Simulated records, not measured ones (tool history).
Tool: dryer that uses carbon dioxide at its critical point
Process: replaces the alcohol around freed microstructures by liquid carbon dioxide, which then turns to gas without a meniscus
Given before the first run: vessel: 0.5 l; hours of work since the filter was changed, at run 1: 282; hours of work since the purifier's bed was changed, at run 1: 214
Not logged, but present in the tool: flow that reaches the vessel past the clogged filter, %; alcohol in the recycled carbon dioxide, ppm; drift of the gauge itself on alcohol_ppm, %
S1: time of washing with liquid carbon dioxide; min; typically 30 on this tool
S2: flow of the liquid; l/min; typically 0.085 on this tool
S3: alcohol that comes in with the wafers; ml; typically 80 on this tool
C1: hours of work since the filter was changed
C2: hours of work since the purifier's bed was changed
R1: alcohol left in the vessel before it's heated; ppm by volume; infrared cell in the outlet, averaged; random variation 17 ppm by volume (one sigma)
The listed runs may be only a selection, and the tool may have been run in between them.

run    hour  S1      S2  S3   C1   C2    R1
  1       0  30   0.085  80  282  214  1531
  2    42.1  30   0.085  80  312  243  1615
  3    65.9  23   0.085  80  328  259  4776
  4    84.2  23   0.085  80  341  272  4806
  5   104.6  23   0.085  80  355  286  4797
  6   127.4  23   0.085  80  371  302  4885
  7   157.8  23   0.085  80  392  323  5169
  8   191.8  31   0.085  80  416  347  1606
  9   229.8  30   0.085  80  442  373  1865
 10   248.9  30   0.085  80  455  387  1988
 11     268  30   0.085  80  469  400  1985
 12   301.9  30   0.085  80  492  423  2070
 13   341.4  27   0.085  80  520  451  3193
 14   371.9  27   0.085  80  541  472  3299
 15   395.2  37   0.085  80  557  488   925
        399  -- inlet filter changed
 16   428.9  37   0.085  80   21  511   551
 17   458.1  42   0.085  80   41  531   381
 18   479.1  30   0.085  80   56  546  1382
 19   509.6  30   0.085  80   77  567  1459
 20   533.7  30  0.0545  30   94  584  2851
      546.7  -- purifier's bed changed
 21   577.8  43  0.0978  33  122   22    39
 22   596.1  30  0.0517  31  135   34  3219
 23   620.4  30  0.0517  31  152   51  3275
 24   653.6  28   0.085  42  175   74  1005
 25   687.5  28  0.0828  86  198   98  2265
 26   714.7  28  0.0828  86  217  117  2392
 27   754.7  28  0.0828  86  245  145  2447
 28   788.5  46  0.0547  23  269  168   531
 29   807.2  37  0.0616  23  282  181   814
 30   841.4  37  0.0616  23  305  205   819
 31     865  29  0.0616  66  322  221  5418
 32   905.9  29  0.0616  66  350  250  5541
 33     935  30  0.0582  51  370  270  4674
 34   969.7  30   0.087  51  395  294  1119
 35  1004.6  37   0.085  20  419  318   284
 36  1045.4  21  0.1104  50  447  347  1910
 37  1068.5  21  0.1104  50  463  363  1938

Each row is a separate what-if for the run after 37, all from the same tool condition, not one after another. Results?
  A  1102.8  34  0.0747  75  487  387   ?
  B  1102.8  32  0.1374  50  487  387   ?
  C  1102.8  40   0.085  20  487  387   ?

run    R1
  A  1959
  B   205
  C   260
What these runs would have given with no unlogged condition in the tool:
run   R1
  A  979
  B   27
  C   54

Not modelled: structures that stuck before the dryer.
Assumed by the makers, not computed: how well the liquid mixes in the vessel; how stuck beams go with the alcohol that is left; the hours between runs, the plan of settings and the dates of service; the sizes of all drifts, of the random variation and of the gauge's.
